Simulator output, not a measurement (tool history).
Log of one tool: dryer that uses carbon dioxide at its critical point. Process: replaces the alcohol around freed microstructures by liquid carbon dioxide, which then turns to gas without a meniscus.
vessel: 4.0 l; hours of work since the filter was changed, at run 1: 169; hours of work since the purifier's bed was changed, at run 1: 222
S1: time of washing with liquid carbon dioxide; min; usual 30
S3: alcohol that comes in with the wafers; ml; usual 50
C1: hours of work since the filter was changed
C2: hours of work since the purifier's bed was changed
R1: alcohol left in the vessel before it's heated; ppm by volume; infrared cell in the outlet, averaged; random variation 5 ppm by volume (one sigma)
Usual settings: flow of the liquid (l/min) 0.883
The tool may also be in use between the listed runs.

Run 1, hour 0.0: usual settings; C1 169; C2 222. Result: R1 140 ppm by volume.
Run 2, hour 9.5: usual settings but flow of the liquid (l/min) 0.655; C1 174; C2 228. Result: R1 254 ppm by volume.
Run 3, hour 19.1: usual settings; C1 180; C2 233. Result: R1 136 ppm by volume.
Run 4, hour 24.7: usual settings; C1 183; C2 236. Result: R1 137 ppm by volume.
Run 5, hour 29.6: usual settings; C1 186; C2 239. Result: R1 153 ppm by volume.
Run 6, hour 35.1: usual settings; C1 189; C2 242. Result: R1 149 ppm by volume.
Run 7, hour 41.0: usual settings; C1 192; C2 246. Result: R1 148 ppm by volume.
Run 8, hour 49.5: usual settings; C1 197; C2 251. Result: R1 154 ppm by volume.
Run 9, hour 55.5: usual settings; C1 200; C2 254. Result: R1 152 ppm by volume.
Run 10, hour 60.8: usual settings; C1 203; C2 257. Result: R1 157 ppm by volume.
Run 11, hour 66.6: usual settings; C1 207; C2 260. Result: R1 146 ppm by volume.
Run 12, hour 72.5: usual settings; C1 210; C2 264. Result: R1 160 ppm by volume.
Run 13, hour 80.0: usual settings; C1 214; C2 268. Result: R1 162 ppm by volume.
Run 14, hour 85.8: usual settings; C1 218; C2 271. Result: R1 163 ppm by volume.
Run 15, hour 92.0: usual settings but S3 22 ml; C1 221; C2 275. Result: R1 150 ppm by volume.
Run 16, hour 97.3: usual settings but S1 32 min, flow of the liquid (l/min) 0.809, S3 120 ml; C1 224; C2 278. Result: R1 233 ppm by volume.
Run 17, hour 106.1: usual settings but S1 24 min, flow of the liquid (l/min) 1.012, S3 108 ml; C1 229; C2 283. Result: R1 264 ppm by volume.
Run 18, hour 111.6: usual settings but S1 24 min, flow of the liquid (l/min) 1.012, S3 108 ml; C1 232; C2 286. Result: R1 273 ppm by volume.
Run 19, hour 119.6: usual settings but S1 19 min, flow of the liquid (l/min) 0.693, S3 73 ml; C1 237; C2 291. Result: R1 1178 ppm by volume.
Run 20, hour 125.3: usual settings but flow of the liquid (l/min) 1.324, S3 20 ml; C1 240; C2 294. Result: R1 135 ppm by volume.
Run 21, hour 133.8: usual settings but flow of the liquid (l/min) 0.708, S3 46 ml; C1 245; C2 299. Result: R1 241 ppm by volume.
Run 22, hour 142.0: usual settings but S1 43 min, flow of the liquid (l/min) 0.809, S3 34 ml; C1 250; C2 303. Result: R1 135 ppm by volume.
Run 23, hour 147.6: usual settings but S1 43 min, flow of the liquid (l/min) 0.809, S3 34 ml; C1 253; C2 307. Result: R1 140 ppm by volume.
Run 24, hour 152.7: usual settings but S1 43 min, flow of the liquid (l/min) 0.809, S3 34 ml; C1 256; C2 309. Result: R1 142 ppm by volume.
Run 25, hour 158.7: usual settings but S1 31 min, flow of the liquid (l/min) 0.588; C1 259; C2 313. Result: R1 379 ppm by volume.
Run 26, hour 163.5: usual settings but S1 45 min, flow of the liquid (l/min) 0.994; C1 262; C2 316. Result: R1 134 ppm by volume.
Run 27, hour 170.4: usual settings but S1 25 min, flow of the liquid (l/min) 1.433, S3 34 ml; C1 266; C2 320. Result: R1 141 ppm by volume.
Run 28, hour 177.6: usual settings but S1 25 min, flow of the liquid (l/min) 0.757, S3 21 ml; C1 270; C2 324. Result: R1 232 ppm by volume.
Run 29, hour 186.7: usual settings but S1 25 min, flow of the liquid (l/min) 0.757, S3 21 ml; C1 275; C2 329. Result: R1 231 ppm by volume.

4 ways to go on from here, each from the tool as it stands after run 29. What would each give?
Run A, hour 194.2: usual settings but S1 25 min, flow of the liquid (l/min) 1.129, S3 21 ml; C1 280; C2 333. Result: R1 ?.
Run B, hour 194.2: usual settings but S1 33 min; C1 280; C2 333. Result: R1 ?.
Run C, hour 194.2: usual settings but S1 25 min, flow of the liquid (l/min) 0.632, S3 115 ml; C1 280; C2 333. Result: R1 ?.
Run D, hour 194.2: usual settings but S1 21 min, flow of the liquid (l/min) 1.200, S3 112 ml; C1 280; C2 333. Result: R1 ?.

run    R1
  A   158
  B   167
  C  1164
  D   306
Without the tool's hidden state the same runs would have given:
run   R1
  A   10
  B   12
  C  637
  D   89
